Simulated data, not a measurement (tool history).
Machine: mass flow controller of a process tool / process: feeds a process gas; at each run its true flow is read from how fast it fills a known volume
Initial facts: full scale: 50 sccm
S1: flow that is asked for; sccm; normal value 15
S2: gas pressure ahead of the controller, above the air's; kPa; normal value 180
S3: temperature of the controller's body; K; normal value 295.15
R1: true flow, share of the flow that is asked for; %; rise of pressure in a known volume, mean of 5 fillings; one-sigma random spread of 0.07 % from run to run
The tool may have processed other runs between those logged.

| run | hour | S1 | S2 | S3 | R1 |
|---|---|---|---|---|---|
| 1 | 0.0 | 15 | 180 | 295.15 | 97.39 |
| 2 | 83.2 | 15 | 180 | 295.15 | 97.36 |
| 3 | 171.6 | 15 | 180 | 295.15 | 97.14 |
| 4 | 253.3 | 15 | 180 | 295.15 | 97.17 |
| 5 | 296.5 | 15 | 180 | 295.15 | 97.33 |
| 6 | 385.2 | 15 | 180 | 298.15 | 97.48 |
| 7 | 451.8 | 12 | 180 | 298.15 | 97.30 |
| 8 | 528.2 | 15 | 180 | 298.15 | 97.55 |
| 9 | 604.0 | 10 | 180 | 296.15 | 96.78 |
| 10 | 664.8 | 15 | 180 | 303.15 | 98.13 |
| 11 | 740.1 | 6 | 237 | 298.15 | 96.76 |
| 12 | 784.4 | 5 | 157 | 294.15 | 95.35 |
| 13 | 841.7 | 5 | 157 | 294.15 | 95.34 |

Expected results for the next run?
| 14 | 897.0 | 9 | 212 | 313.15 | ? |

R1: 98.64 %
On a tool with no hidden condition, and with the same random variation, this run would have come out at R1 99.59 %.
